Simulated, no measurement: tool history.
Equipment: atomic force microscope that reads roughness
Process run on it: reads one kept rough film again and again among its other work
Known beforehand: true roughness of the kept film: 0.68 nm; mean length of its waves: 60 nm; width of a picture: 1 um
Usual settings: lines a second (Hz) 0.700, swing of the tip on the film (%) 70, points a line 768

| run | hour | lines a second (Hz) | swing of the tip on the film (%) | points a line | roughness of the kept film (nm (root mean square)) |
|---|---|---|---|---|---|
| 1 | 0.0 | 0.700 | 70 | 768 | 0.6481 |
|  | 29.5 | new tip fitted |
| 2 | 29.5 | 0.700 | 70 | 768 | 0.6571 |
| 3 | 48.3 | 0.700 | 70 | 768 | 0.6578 |
| 4 | 69.7 | 0.700 | 70 | 768 | 0.6564 |
| 5 | 105.0 | 0.700 | 63 | 768 | 0.6625 |
| 6 | 120.4 | 0.614 | 63 | 768 | 0.6654 |
| 7 | 138.9 | 0.614 | 63 | 452 | 0.6635 |
| 8 | 156.9 | 0.614 | 63 | 452 | 0.6615 |
| 9 | 173.3 | 0.614 | 63 | 452 | 0.6626 |
| 10 | 199.8 | 1.423 | 70 | 768 | 0.6344 |
| 11 | 227.4 | 1.423 | 70 | 768 | 0.6321 |
| 12 | 259.5 | 1.423 | 70 | 768 | 0.6314 |
| 13 | 283.3 | 1.423 | 70 | 768 | 0.6307 |
|  | 286.8 | height scale calibrated on a step standard |
| 14 | 318.7 | 1.423 | 70 | 768 | 0.6312 |
|  | 338.1 | new tip fitted |
| 15 | 341.9 | 1.423 | 70 | 768 | 0.6397 |
| 16 | 366.7 | 0.822 | 83 | 588 | 0.6330 |
| 17 | 401.7 | 0.839 | 55 | 447 | 0.6680 |
| 18 | 420.9 | 1.073 | 68 | 473 | 0.6499 |
| 19 | 441.4 | 1.073 | 68 | 473 | 0.6495 |
|  | 453.2 | height scale calibrated on a step standard, once more |
| 20 | 474.7 | 1.073 | 68 | 473 | 0.6417 |
| 21 | 508.0 | 0.700 | 78 | 273 | 0.6354 |
| 22 | 537.4 | 1.547 | 59 | 273 | 0.6433 |
| 23 | 560.5 | 0.943 | 70 | 768 | 0.6400 |
| 24 | 586.2 | 0.943 | 70 | 768 | 0.6384 |
| 25 | 610.1 | 0.810 | 58 | 476 | 0.6545 |
| 26 | 627.1 | 0.810 | 57 | 277 | 0.6528 |
|  | 645.0 | new tip fitted |
| 27 | 653.0 | 0.706 | 78 | 941 | 0.6429 |
| 28 | 674.9 | 3.717 | 76 | 657 | 0.5466 |
| 29 | 696.0 | 1.061 | 63 | 599 | 0.6525 |
| 30 | 722.5 | 2.057 | 83 | 841 | 0.5682 |

5 ways to go on from here, each from the tool as it stands after run 30. What would each give?
| A | 757.6 | 0.756 | 65 | 841 | ? |
| B | 757.6 | 0.849 | 64 | 768 | ? |
| C | 757.6 | 2.816 | 70 | 333 | ? |
| D | 757.6 | 0.562 | 78 | 768 | ? |
| E | 757.6 | 1.229 | 80 | 469 | ? |

| run | roughness of the kept film (nm (root mean square)) |
|---|---|
| A | 0.6536 |
| B | 0.6539 |
| C | 0.5955 |
| D | 0.6460 |
| E | 0.6129 |
What these runs would have given with no unlogged condition in the tool:
| run | roughness of the kept film (nm (root mean square)) |
|---|---|
| A | 0.6571 |
| B | 0.6574 |
| C | 0.5987 |
| D | 0.6496 |
| E | 0.6162 |
